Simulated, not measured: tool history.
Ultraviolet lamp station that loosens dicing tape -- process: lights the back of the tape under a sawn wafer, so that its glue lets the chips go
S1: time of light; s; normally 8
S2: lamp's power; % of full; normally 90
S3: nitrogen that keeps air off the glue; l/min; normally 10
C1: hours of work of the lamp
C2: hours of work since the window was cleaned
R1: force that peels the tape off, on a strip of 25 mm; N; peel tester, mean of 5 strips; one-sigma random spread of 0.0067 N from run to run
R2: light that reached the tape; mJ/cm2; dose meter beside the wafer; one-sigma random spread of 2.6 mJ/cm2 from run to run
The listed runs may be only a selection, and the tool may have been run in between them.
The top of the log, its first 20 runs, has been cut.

| run | hour | S1 | S2 | S3 | C1 | C2 | R1 | R2 |
|---|---|---|---|---|---|---|---|---|
| 21 | 296.7 | 7 | 90 | 6 | 655 | 462 | 0.474 | 232 |
| 22 | 316.3 | 5 | 90 | 6 | 669 | 476 | 0.896 | 166 |
| 23 | 331.1 | 7 | 90 | 6 | 680 | 487 | 0.461 | 226 |
| 24 | 342.1 | 14 | 86 | 4 | 687 | 495 | 0.233 | 433 |
| 25 | 360.4 | 14 | 86 | 4 | 701 | 508 | 0.236 | 435 |
| 26 | 374.6 | 7 | 64 | 10 | 711 | 518 | 0.597 | 163 |
| 27 | 389.1 | 8 | 78 | 10 | 721 | 529 | 0.340 | 226 |
| 28 | 398.3 | 6 | 90 | 8 | 728 | 535 | 0.516 | 190 |
|  | 402.4 | window cleaned of glue's vapour |
| 29 | 413.0 | 8 | 61 | 3 | 738 | 8 | 1.112 | 194 |
| 30 | 422.8 | 11 | 83 | 7 | 746 | 15 | 0.231 | 360 |
| 31 | 438.3 | 6 | 83 | 6 | 757 | 26 | 0.625 | 194 |
| 32 | 456.1 | 8 | 90 | 19 | 770 | 39 | 0.232 | 281 |
| 33 | 467.6 | 14 | 94 | 5 | 778 | 47 | 0.211 | 508 |
| 34 | 477.1 | 14 | 94 | 5 | 785 | 54 | 0.205 | 509 |
| 35 | 488.4 | 8 | 74 | 14 | 793 | 62 | 0.269 | 229 |
| 36 | 501.6 | 8 | 75 | 4 | 803 | 72 | 0.644 | 230 |

3 options for the next run, each taken on its own from the tool as it stands now. Forecast them:
| A | 512.0 | 15 | 75 | 10 | 810 | 79 | ? | ? |
| B | 512.0 | 8 | 71 | 10 | 810 | 79 | ? | ? |
| C | 512.0 | 11 | 90 | 6 | 810 | 79 | ? | ? |

| run | R1 | R2 |
|---|---|---|
| A | 0.196 | 433 |
| B | 0.346 | 218 |
| C | 0.243 | 380 |
The same runs, with their run-to-run variation unchanged, on a tool lacking any hidden condition would have given:
| run | R1 | R2 |
|---|---|---|
| A | 0.193 | 499 |
| B | 0.280 | 252 |
| C | 0.224 | 439 |
